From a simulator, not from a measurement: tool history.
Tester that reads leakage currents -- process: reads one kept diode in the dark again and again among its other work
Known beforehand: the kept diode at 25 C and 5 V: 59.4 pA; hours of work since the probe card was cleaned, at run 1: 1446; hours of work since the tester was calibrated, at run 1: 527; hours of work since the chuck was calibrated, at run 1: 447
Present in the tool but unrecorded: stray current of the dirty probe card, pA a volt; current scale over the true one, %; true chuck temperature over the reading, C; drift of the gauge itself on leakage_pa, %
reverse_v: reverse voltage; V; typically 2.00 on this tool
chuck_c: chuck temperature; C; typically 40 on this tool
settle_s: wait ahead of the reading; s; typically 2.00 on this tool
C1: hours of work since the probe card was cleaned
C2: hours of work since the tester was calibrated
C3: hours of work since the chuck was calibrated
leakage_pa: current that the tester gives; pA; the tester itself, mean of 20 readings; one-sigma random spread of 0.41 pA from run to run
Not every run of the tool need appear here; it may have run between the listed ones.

run 1 hour=0.0 | reverse_v=2.00 chuck_c=40 settle_s=2.00 | C1=1446 C2=527 C3=447 | leakage_pa=133.89
run 2 hour=46.6 | reverse_v=2.00 chuck_c=40 settle_s=2.00 | C1=1477 C2=557 C3=478 | leakage_pa=134.81
run 3 hour=98.6 | reverse_v=2.00 chuck_c=40 settle_s=2.00 | C1=1511 C2=591 C3=512 | leakage_pa=134.91
run 4 hour=152.7 | reverse_v=2.00 chuck_c=40 settle_s=2.00 | C1=1546 C2=627 C3=547 | leakage_pa=134.17
run 5 hour=183.3 | reverse_v=1.44 chuck_c=40 settle_s=2.00 | C1=1566 C2=647 C3=567 | leakage_pa=111.32
run 6 hour=236.2 | reverse_v=1.44 chuck_c=40 settle_s=2.00 | C1=1601 C2=681 C3=602 | leakage_pa=111.27
run 7 hour=273.0 | reverse_v=1.44 chuck_c=40 settle_s=2.00 | C1=1625 C2=705 C3=626 | leakage_pa=111.48
run 8 hour=320.3 | reverse_v=1.44 chuck_c=40 settle_s=2.00 | C1=1656 C2=736 C3=657 | leakage_pa=111.61
run 9 hour=372.9 | reverse_v=17.39 chuck_c=40 settle_s=2.00 | C1=1690 C2=771 C3=691 | leakage_pa=450.98
run 10 hour=398.1 | reverse_v=2.00 chuck_c=59 settle_s=2.00 | C1=1706 C2=787 C3=708 | leakage_pa=610.67
run 11 hour=438.1 | reverse_v=2.00 chuck_c=59 settle_s=2.00 | C1=1733 C2=813 C3=734 | leakage_pa=606.62
run 12 hour=485.7 | reverse_v=2.00 chuck_c=59 settle_s=2.00 | C1=1764 C2=845 C3=765 | leakage_pa=605.57
run 13 hour=537.2 | reverse_v=2.00 chuck_c=59 settle_s=2.00 | C1=1797 C2=878 C3=799 | leakage_pa=607.34
run 14 hour=580.3 | reverse_v=2.00 chuck_c=40 settle_s=2.00 | C1=1826 C2=906 C3=827 | leakage_pa=133.66
run 15 hour=634.4 | reverse_v=2.00 chuck_c=40 settle_s=2.00 | C1=1861 C2=942 C3=862 | leakage_pa=133.86
run 16 hour=690.5 | reverse_v=2.00 chuck_c=40 settle_s=2.00 | C1=1898 C2=979 C3=899 | leakage_pa=133.91
run 17 hour=733.5 | reverse_v=1.50 chuck_c=40 settle_s=0.60 | C1=1926 C2=1007 C3=927 | leakage_pa=114.92
run 18 hour=760.6 | reverse_v=1.50 chuck_c=40 settle_s=0.60 | C1=1944 C2=1024 C3=945 | leakage_pa=115.08
run 19 hour=786.7 | reverse_v=3.99 chuck_c=40 settle_s=2.00 | C1=1961 C2=1041 C3=962 | leakage_pa=196.82
run 20 hour=828.6 | reverse_v=3.99 chuck_c=40 settle_s=2.00 | C1=1988 C2=1069 C3=989 | leakage_pa=197.25
run 21 hour=886.1 | reverse_v=5.29 chuck_c=29 settle_s=2.00 | C1=2026 C2=1106 C3=1027 | leakage_pa=88.63
-- hour=907.2 chuck's temperature calibrated
run 22 hour=919.4 | reverse_v=3.31 chuck_c=38 settle_s=9.42 | C1=2046 C2=1127 C3=8 | leakage_pa=149.46
run 23 hour=953.0 | reverse_v=3.31 chuck_c=38 settle_s=9.42 | C1=2068 C2=1149 C3=30 | leakage_pa=150.32
-- hour=997.6 probe card cleaned and baked
run 24 hour=1000.8 | reverse_v=5.59 chuck_c=40 settle_s=2.00 | C1=2 C2=1178 C3=59 | leakage_pa=239.25
run 25 hour=1029.7 | reverse_v=5.59 chuck_c=40 settle_s=2.00 | C1=21 C2=1197 C3=78 | leakage_pa=238.39
run 26 hour=1084.5 | reverse_v=5.59 chuck_c=40 settle_s=2.00 | C1=57 C2=1233 C3=114 | leakage_pa=239.55
run 27 hour=1120.7 | reverse_v=2.40 chuck_c=54 settle_s=2.00 | C1=81 C2=1257 C3=138 | leakage_pa=458.43
run 28 hour=1176.4 | reverse_v=2.40 chuck_c=54 settle_s=2.00 | C1=117 C2=1293 C3=174 | leakage_pa=459.65
run 29 hour=1226.1 | reverse_v=2.40 chuck_c=54 settle_s=2.00 | C1=149 C2=1326 C3=207 | leakage_pa=460.46
run 30 hour=1269.0 | reverse_v=2.00 chuck_c=40 settle_s=9.74 | C1=178 C2=1354 C3=235 | leakage_pa=133.88
run 31 hour=1322.8 | reverse_v=2.74 chuck_c=47 settle_s=1.34 | C1=213 C2=1389 C3=270 | leakage_pa=284.55

Below, some changes in leakage_pa between adjacent runs. For each, the amount present without the hidden state too (settings, incoming material, random variation) and the amount remaining for the hidden state with gauge scatter not shared by both compared results:
Run 8 -> 9: reverse_v 1.44 -> 17.39. leakage_pa +339.37 pA: hidden state +0.39, all else +338.98.
Run 9 -> 10: reverse_v 17.39 -> 2.00, chuck_c 40 -> 59. leakage_pa +159.69 pA: hidden state -0.15, all else +159.84.
Run 13 -> 14: chuck_c 59 -> 40. leakage_pa -473.68 pA: hidden state -0.24, all else -473.44.
Run 29 -> 30: reverse_v 2.40 -> 2.00, chuck_c 54 -> 40, settle_s 2.00 -> 9.74. leakage_pa -326.58 pA: hidden state -0.03, all else -326.55.

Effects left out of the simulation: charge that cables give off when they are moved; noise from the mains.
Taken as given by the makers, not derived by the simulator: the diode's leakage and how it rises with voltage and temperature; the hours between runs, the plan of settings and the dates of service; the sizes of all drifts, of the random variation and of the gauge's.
